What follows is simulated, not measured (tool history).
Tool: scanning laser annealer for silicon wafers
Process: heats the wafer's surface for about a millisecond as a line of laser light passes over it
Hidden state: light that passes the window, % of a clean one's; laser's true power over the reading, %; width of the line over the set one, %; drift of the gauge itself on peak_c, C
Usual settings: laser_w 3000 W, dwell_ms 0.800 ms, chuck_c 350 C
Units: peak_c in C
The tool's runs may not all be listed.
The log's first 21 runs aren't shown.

run    hour  laser_w  dwell_ms  chuck_c  hours of work since the window was cleaned  hours of work since the power meter was calibrated  hours of work since the optics were aligned  peak_c
 22  1295.0     2768     0.882      383                                         258                                                1831                                          229    1108
 23  1380.5     2768     0.882      383                                         326                                                1899                                          297    1103
 24  1428.8     3176     0.882      383                                         364                                                1938                                          336    1225
 25  1492.5     3176     0.882      383                                         415                                                1988                                          386    1222
 26  1543.5     3226     0.796      383                                         456                                                2029                                          427    1194
 27  1588.1     3000     0.722      350                                         491                                                2064                                          462    1062
 28  1651.4     3000     0.722      350                                         541                                                2114                                          513    1068
 29  1718.4     2812     0.827      365                                         595                                                2168                                          566    1077
 30  1801.9     2915     0.798      346                                         661                                                2234                                          632    1073
 31  1850.7     3250     0.800      369                                         700                                                2273                                          671    1189
 32  1908.4     3250     0.800      369                                         745                                                2319                                          717    1189
 33  1982.8     3250     0.800      369                                         805                                                2378                                          776    1189
     2013.9  -- window over the wafer cleaned
 34  2039.2     3225     0.610      383                                          20                                                2421                                          819    1095
 35  2122.1     3041     0.633      332                                          86                                                2487                                          885    1014
 36  2157.3     2871     0.677      356                                         114                                                2515                                          913    1020
 37  2230.7     2989     0.862      381                                         172                                                2573                                          971    1157
 38  2314.8     2989     0.862      381                                         239                                                2640                                         1038    1157
 39  2392.3     2650     0.739      333                                         301                                                2702                                         1100     968
 40  2444.1     2650     0.739      333                                         342                                                2743                                         1141     969

5 ways to go on from here, each from the tool as it stands after run 40. What would each give?
  A  2485.8     3000     0.800      351                                         375                                                2776                                         1174       ?
  B  2485.8     2814     0.623      333                                         375                                                2776                                         1174       ?
  C  2485.8     2823     0.800      350                                         375                                                2776                                         1174       ?
  D  2485.8     3149     0.800      351                                         375                                                2776                                         1174       ?
  E  2485.8     2650     0.916      343                                         375                                                2776                                         1174       ?

run  peak_c
  A    1102
  B     952
  C    1058
  D    1143
  E    1045
Without the tool's hidden state the same runs would have given:
run  peak_c
  A    1102
  B     952
  C    1058
  D    1144
  E    1046

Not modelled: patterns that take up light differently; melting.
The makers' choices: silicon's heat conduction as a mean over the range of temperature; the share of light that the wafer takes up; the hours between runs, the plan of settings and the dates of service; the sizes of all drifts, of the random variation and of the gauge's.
